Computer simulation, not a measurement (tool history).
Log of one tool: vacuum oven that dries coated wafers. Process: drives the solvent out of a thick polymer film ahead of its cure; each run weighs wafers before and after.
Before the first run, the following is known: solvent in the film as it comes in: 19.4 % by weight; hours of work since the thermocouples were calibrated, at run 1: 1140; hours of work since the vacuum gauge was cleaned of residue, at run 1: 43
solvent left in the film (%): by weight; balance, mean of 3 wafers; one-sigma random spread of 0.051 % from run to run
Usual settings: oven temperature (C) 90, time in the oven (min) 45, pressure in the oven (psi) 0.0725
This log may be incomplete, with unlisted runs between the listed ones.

run,hour,oven temperature (C),time in the oven (min),pressure in the oven (psi),hours of work since the thermocouples were calibrated,hours of work since the vacuum gauge was cleaned of residue,solvent left in the film (%)
1,0.0,90,45,0.0725,1140,43,2.04
2,77.8,90,45,0.0725,1189,92,1.97
3,152.1,77,45,0.0725,1236,139,5.80
4,239.9,77,45,0.0725,1291,194,5.76
# hour 308.3: oven's thermocouples calibrated
5,331.6,77,45,0.0725,15,250,6.35
6,406.2,77,45,0.0725,61,297,6.24
7,465.8,77,45,0.0725,99,334,6.20
8,503.8,77,45,0.0725,123,358,6.30
# hour 513.2: vacuum gauge cleaned of residue and calibrated
9,596.1,77,45,0.0725,179,52,6.41
10,669.7,82,37,0.1778,226,98,6.38
11,758.3,82,37,0.1778,281,154,6.36
12,835.6,82,37,0.1778,330,202,6.33
13,904.1,82,26,0.1662,373,245,8.10
14,946.7,104,34,0.2012,399,272,1.32
15,986.7,104,34,0.2012,424,297,1.29
# hour 1024.3: vacuum gauge cleaned of residue and calibrated, once more
16,1053.1,104,52,0.0421,465,18,0.20
17,1099.0,92,77,0.0386,494,47,0.45
18,1151.8,92,77,0.0386,527,80,0.52

Each row is a separate what-if for the run after 18, all from the same tool condition, not one after another. Results?
A,1243.1,92,31,0.0730,584,137,?
B,1243.1,92,24,0.2368,584,137,?
C,1243.1,92,47,0.0386,584,137,?
D,1243.1,79,45,0.0725,584,137,?
E,1243.1,92,77,0.1139,584,137,?

run,solvent left in the film (%)
A,3.18
B,5.25
C,1.42
D,5.42
E,0.88
With no hidden state in the tool, these same runs would have given:
run,solvent left in the film (%)
A,3.37
B,5.47
C,1.51
D,5.64
E,0.89
